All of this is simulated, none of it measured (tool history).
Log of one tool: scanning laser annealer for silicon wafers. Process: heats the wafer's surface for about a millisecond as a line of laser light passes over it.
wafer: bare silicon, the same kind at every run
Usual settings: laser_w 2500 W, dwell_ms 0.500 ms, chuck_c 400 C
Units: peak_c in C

Run 1, hour 0.0: usual settings. Result: peak_c 1164 C.
Run 2, hour 12.7: usual settings. Result: peak_c 1164 C.
Run 3, hour 25.8: usual settings but dwell_ms 0.481 ms. Result: peak_c 1147 C.
Run 4, hour 46.4: usual settings but dwell_ms 0.481 ms. Result: peak_c 1148 C.
Run 5, hour 61.8: usual settings but dwell_ms 0.584 ms. Result: peak_c 1230 C.
Run 6, hour 72.5: usual settings but dwell_ms 0.584 ms. Result: peak_c 1226 C.
Run 7, hour 89.7: usual settings but dwell_ms 0.584 ms. Result: peak_c 1229 C.
Run 8, hour 108.1: usual settings. Result: peak_c 1162 C.
Run 9, hour 120.0: usual settings. Result: peak_c 1160 C.
Run 10, hour 136.3: usual settings. Result: peak_c 1159 C.
Run 11, hour 148.3: usual settings. Result: peak_c 1157 C.
Run 12, hour 162.3: usual settings. Result: peak_c 1160 C.
Run 13, hour 175.2: usual settings. Result: peak_c 1157 C.
Run 14, hour 196.4: usual settings. Result: peak_c 1159 C.
Run 15, hour 215.3: usual settings. Result: peak_c 1158 C.
Run 16, hour 234.3: usual settings. Result: peak_c 1163 C.
Run 17, hour 253.6: usual settings. Result: peak_c 1156 C.
Run 18, hour 272.6: usual settings. Result: peak_c 1156 C.
At hour 276.2: window over the wafer cleaned.
Run 19, hour 298.0: usual settings but chuck_c 395 C. Result: peak_c 1142 C.
Run 20, hour 310.7: usual settings but chuck_c 395 C. Result: peak_c 1141 C.
Run 21, hour 333.4: usual settings but laser_w 2612 W, chuck_c 411 C. Result: peak_c 1186 C.
At hour 352.2: window over the wafer cleaned, once more.
Run 22, hour 356.6: usual settings but laser_w 2612 W, chuck_c 411 C. Result: peak_c 1210 C.
Run 23, hour 368.8: usual settings but laser_w 2677 W, dwell_ms 0.430 ms, chuck_c 379 C. Result: peak_c 1133 C.
Run 24, hour 386.5: usual settings but laser_w 2677 W, dwell_ms 0.430 ms, chuck_c 379 C. Result: peak_c 1138 C.
Run 25, hour 406.4: usual settings but laser_w 2677 W, dwell_ms 0.430 ms, chuck_c 379 C. Result: peak_c 1137 C.
Run 26, hour 426.6: usual settings but laser_w 2384 W, dwell_ms 0.493 ms, chuck_c 411 C. Result: peak_c 1132 C.
Run 27, hour 436.8: usual settings but laser_w 2640 W, dwell_ms 0.364 ms, chuck_c 386 C. Result: peak_c 1063 C.
Run 28, hour 448.8: usual settings but laser_w 2640 W, dwell_ms 0.364 ms, chuck_c 386 C. Result: peak_c 1061 C.
Run 29, hour 469.3: usual settings but laser_w 2640 W, dwell_ms 0.364 ms, chuck_c 386 C. Result: peak_c 1064 C.
Run 30, hour 490.7: usual settings but laser_w 2660 W, dwell_ms 0.467 ms. Result: peak_c 1181 C.
Run 31, hour 506.9: usual settings but laser_w 2719 W, chuck_c 388 C. Result: peak_c 1217 C.
Run 32, hour 518.0: usual settings but laser_w 2606 W, dwell_ms 0.463 ms, chuck_c 388 C. Result: peak_c 1148 C.
Run 33, hour 533.1: usual settings but laser_w 2606 W, dwell_ms 0.463 ms, chuck_c 388 C. Result: peak_c 1146 C.
Run 34, hour 547.1: usual settings but laser_w 2254 W, dwell_ms 0.493 ms, chuck_c 412 C. Result: peak_c 1089 C.
Run 35, hour 570.2: usual settings but laser_w 2395 W, dwell_ms 0.463 ms. Result: peak_c 1094 C.
Run 36, hour 580.7: usual settings but laser_w 2376 W, dwell_ms 0.431 ms, chuck_c 416 C. Result: peak_c 1077 C.
Run 37, hour 591.3: usual settings but laser_w 2376 W, dwell_ms 0.431 ms, chuck_c 416 C. Result: peak_c 1078 C.
Run 38, hour 601.2: usual settings but laser_w 2376 W, dwell_ms 0.431 ms, chuck_c 416 C. Result: peak_c 1080 C.
Run 39, hour 613.5: usual settings but laser_w 2541 W, dwell_ms 0.401 ms, chuck_c 362 C. Result: peak_c 1044 C.
Run 40, hour 632.5: usual settings but laser_w 2416 W, dwell_ms 0.401 ms, chuck_c 392 C. Result: peak_c 1041 C.

Some steps in peak_c between neighbouring runs. How much of each would the tool show without its hidden state too (settings, what came in, random variation), and how much is left for the hidden state, with any gauge scatter that isn't in both results?
The hidden state here: light that passes the window, % of a clean one's; laser's true power over the reading, %; width of the line over the set one, %; drift of the gauge itself on peak_c, C.
Run 4 -> 5: dwell_ms 0.481 -> 0.584. peak_c +82 C: hidden state -1, all else +83.
Run 18 -> 19: chuck_c 400 -> 395, window over the wafer cleaned. peak_c -14 C: hidden state -8, all else -6.
Run 20 -> 21: laser_w 2500 -> 2612, chuck_c 395 -> 411. peak_c +45 C: hidden state -2, all else +47.
Run 21 -> 22: window over the wafer cleaned, once more. peak_c +24 C: hidden state +22, all else +2.
Run 22 -> 23: laser_w 2612 -> 2677, dwell_ms 0.500 -> 0.430, chuck_c 411 -> 379. peak_c -77 C: hidden state -1, all else -76.
Run 29 -> 30: laser_w 2640 -> 2660, dwell_ms 0.364 -> 0.467, chuck_c 386 -> 400. peak_c +117 C: hidden state -2, all else +119.
